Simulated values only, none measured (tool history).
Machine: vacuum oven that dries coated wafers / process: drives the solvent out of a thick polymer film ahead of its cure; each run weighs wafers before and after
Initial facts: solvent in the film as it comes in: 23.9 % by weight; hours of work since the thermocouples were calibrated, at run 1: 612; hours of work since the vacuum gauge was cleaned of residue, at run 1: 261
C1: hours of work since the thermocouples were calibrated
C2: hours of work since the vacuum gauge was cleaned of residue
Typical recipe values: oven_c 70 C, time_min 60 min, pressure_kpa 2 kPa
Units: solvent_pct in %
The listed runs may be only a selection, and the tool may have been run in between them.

run 1 hour=0 | oven_c=70 time_min=60 pressure_kpa=2 | C1=612 C2=261 | solvent_pct=6.73
run 2 hour=16.6 | oven_c=70 time_min=60 pressure_kpa=2 | C1=622 C2=271 | solvent_pct=6.74
run 3 hour=45.6 | oven_c=70 time_min=60 pressure_kpa=2 | C1=639 C2=288 | solvent_pct=6.67
run 4 hour=68.9 | oven_c=60 time_min=60 pressure_kpa=2 | C1=653 C2=301 | solvent_pct=12.45
run 5 hour=98.3 | oven_c=60 time_min=60 pressure_kpa=2 | C1=670 C2=318 | solvent_pct=12.27
run 6 hour=126.1 | oven_c=60 time_min=60 pressure_kpa=2 | C1=686 C2=335 | solvent_pct=12.48
run 7 hour=155.5 | oven_c=70 time_min=60 pressure_kpa=2 | C1=703 C2=352 | solvent_pct=6.72
run 8 hour=180.4 | oven_c=70 time_min=60 pressure_kpa=1.09 | C1=718 C2=367 | solvent_pct=6.38
run 9 hour=212.4 | oven_c=70 time_min=60 pressure_kpa=1.09 | C1=737 C2=385 | solvent_pct=6.46
-- hour=216.7 oven's thermocouples calibrated
run 10 hour=237.7 | oven_c=70 time_min=60 pressure_kpa=1.09 | C1=12 C2=399 | solvent_pct=6.83
run 11 hour=266.3 | oven_c=71 time_min=60 pressure_kpa=2 | C1=29 C2=416 | solvent_pct=6.61
-- hour=283.4 oven's thermocouples calibrated, once more
run 12 hour=288.8 | oven_c=71 time_min=60 pressure_kpa=2 | C1=3 C2=428 | solvent_pct=5.37
run 13 hour=305 | oven_c=78 time_min=49 pressure_kpa=1.06 | C1=13 C2=437 | solvent_pct=2.91
run 14 hour=338 | oven_c=78 time_min=49 pressure_kpa=1.68 | C1=32 C2=457 | solvent_pct=2.99
run 15 hour=355.2 | oven_c=78 time_min=49 pressure_kpa=1.68 | C1=42 C2=467 | solvent_pct=3.05

Run 16 comes next. What will it give?
run 16 hour=373.3 | oven_c=70 time_min=36 pressure_kpa=2 | C1=53 C2=477 | solvent_pct=?

solvent_pct: 9.41 %
With the hidden condition absent and the run-to-run variation left alone, this run would have shown solvent_pct 9.36 %.
